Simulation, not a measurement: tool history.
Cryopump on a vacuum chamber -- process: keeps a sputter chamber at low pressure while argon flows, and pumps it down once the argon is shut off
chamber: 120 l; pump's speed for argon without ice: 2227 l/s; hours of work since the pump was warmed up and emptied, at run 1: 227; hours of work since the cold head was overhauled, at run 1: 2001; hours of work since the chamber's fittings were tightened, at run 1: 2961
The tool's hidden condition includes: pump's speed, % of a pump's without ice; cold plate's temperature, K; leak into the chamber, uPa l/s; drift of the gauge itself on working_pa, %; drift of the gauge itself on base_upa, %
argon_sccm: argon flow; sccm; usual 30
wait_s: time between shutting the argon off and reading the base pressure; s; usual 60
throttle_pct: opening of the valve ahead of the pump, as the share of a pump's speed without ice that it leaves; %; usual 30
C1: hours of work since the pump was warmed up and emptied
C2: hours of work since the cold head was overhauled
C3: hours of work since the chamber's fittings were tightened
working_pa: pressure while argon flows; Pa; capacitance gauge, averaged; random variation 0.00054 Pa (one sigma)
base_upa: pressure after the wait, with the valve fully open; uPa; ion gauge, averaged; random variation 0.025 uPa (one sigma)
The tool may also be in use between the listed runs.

run 1 day=0.000 | argon_sccm=30 wait_s=60 throttle_pct=30 | C1=227 C2=2001 C3=2961 | working_pa=0.0769 base_upa=1.28
run 2 day=3.642 | argon_sccm=30 wait_s=60 throttle_pct=19 | C1=286 C2=2061 C3=3020 | working_pa=0.1211 base_upa=1.24
run 3 day=6.842 | argon_sccm=30 wait_s=60 throttle_pct=30 | C1=339 C2=2113 C3=3072 | working_pa=0.0781 base_upa=1.25
run 4 day=8.642 | argon_sccm=30 wait_s=60 throttle_pct=30 | C1=368 C2=2142 C3=3102 | working_pa=0.0785 base_upa=1.25
run 5 day=11.242 | argon_sccm=30 wait_s=60 throttle_pct=30 | C1=411 C2=2185 C3=3144 | working_pa=0.0791 base_upa=1.26
-- day=12.438 leaking fittings of the chamber tightened, without venting
run 6 day=13.629 | argon_sccm=30 wait_s=60 throttle_pct=30 | C1=448 C2=2223 C3=20 | working_pa=0.0780 base_upa=1.08
run 7 day=15.879 | argon_sccm=30 wait_s=60 throttle_pct=30 | C1=485 C2=2259 C3=56 | working_pa=0.0785 base_upa=1.11
run 8 day=19.158 | argon_sccm=55 wait_s=43 throttle_pct=40 | C1=539 C2=2313 C3=110 | working_pa=0.1096 base_upa=1.44
run 9 day=23.100 | argon_sccm=30 wait_s=60 throttle_pct=47 | C1=603 C2=2377 C3=174 | working_pa=0.0522 base_upa=1.09

Estimate the outcome of run 10 from the log above:
run 10 day=27.096 | argon_sccm=13 wait_s=89 throttle_pct=27 | C1=668 C2=2443 C3=240 | working_pa=? base_upa=?

Run 10 came out at working_pa 0.0388 Pa, base_upa 0.83 uPa.
With no hidden state in the tool, this same run would have given working_pa 0.0372 Pa, base_upa 0.79 uPa.
